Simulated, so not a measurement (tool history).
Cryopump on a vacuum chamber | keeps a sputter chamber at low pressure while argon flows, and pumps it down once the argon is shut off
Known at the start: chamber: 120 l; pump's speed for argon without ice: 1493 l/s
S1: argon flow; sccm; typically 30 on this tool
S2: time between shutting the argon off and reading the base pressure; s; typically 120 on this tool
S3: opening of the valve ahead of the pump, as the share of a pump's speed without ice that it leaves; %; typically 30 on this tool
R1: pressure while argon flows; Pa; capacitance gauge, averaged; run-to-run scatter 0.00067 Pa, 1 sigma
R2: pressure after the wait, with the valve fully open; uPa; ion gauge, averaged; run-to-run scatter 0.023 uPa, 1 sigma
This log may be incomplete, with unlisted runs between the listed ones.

run    hour  S1   S2  S3      R1    R2
  1       0  30  120  30  0.1197  2.73
  2    80.7  30  120  30  0.1192   2.9
  3   154.2  30  120  30  0.1198  3.04
  4   244.4  30  120  30   0.114  0.92
  5   307.2  30  120  30  0.1136  0.93
  6   377.9  30  120  30   0.114     1
  7   416.4  30   94  30  0.1153  1.22
  8   459.4  30   94  30  0.1154  1.28
  9   532.2  30  120  30  0.1155  1.21
 10   614.7  60  120  30  0.2332  1.26
 11   656.5  60  120  30  0.2327  1.31
 12   703.7  30  120  30  0.1177  1.46
 13   755.4  30  120  30  0.1192  1.47
 14   841.8  30  120  30  0.1182  1.59
 15   895.6  43  120  30  0.1711  1.65
 16   939.9  43  120  30  0.1717  1.75
 17  1023.2  27  120  19  0.1659   1.8
 18    1103  35  237  16  0.2547  1.67
 19  1191.2  35  237  16  0.2496  1.62
 20  1239.1  35  237  16  0.2495  1.61
 21  1274.2  35  111  28   0.144  2.07
 22  1333.1  30  120  25  0.1366  2.12
 23  1385.4  52  120  20  0.2997  2.14
 24  1437.6  34   81  59  0.0689  2.47
 25    1501  34  134  24  0.1637  2.27
 26  1569.7  31  120  30  0.1208  2.41
 27  1608.8  20  171  18  0.1285  2.31
 28  1661.6  42   62  44  0.1134   3.1
 29  1719.4  42   62  44  0.1139  3.26
 30  1763.1  23   28  40  0.0686  4.69
 31  1840.8  23   28  40  0.0698  4.75
 32  1911.5  23  246  40  0.0692  2.59

Taken out of this log: 3 entries between the listed runs. Where each belongs, and how the hidden state differs across it:
Logged between run 3 and run 4: pump warmed up, emptied and cooled again (hour 189.6); leaking fittings of the chamber tightened, without venting (hour 199.7)
  pump's speed, % of a pump's without ice: 83.7 -> 98.4; cold plate's temperature, K: 12.49 -> 12.52; leak into the chamber, uPa l/s: 2999 -> 384
  what was measured, less what the result would be without the hidden state, R1: +0.007 -> +0.0009 Pa; R2: +2.22 -> +0.07 uPa
Logged between run 18 and run 19: pump warmed up, emptied and cooled again (hour 1160.3)
  pump's speed, % of a pump's without ice: 83.9 -> 98.4; cold plate's temperature, K: 12.86 -> 12.89; leak into the chamber, uPa l/s: 1711 -> 1841
  what was measured, less what the result would be without the hidden state, R1: +0.0083 -> +0.0014 Pa; R2: +1.17 -> +1.09 uPa

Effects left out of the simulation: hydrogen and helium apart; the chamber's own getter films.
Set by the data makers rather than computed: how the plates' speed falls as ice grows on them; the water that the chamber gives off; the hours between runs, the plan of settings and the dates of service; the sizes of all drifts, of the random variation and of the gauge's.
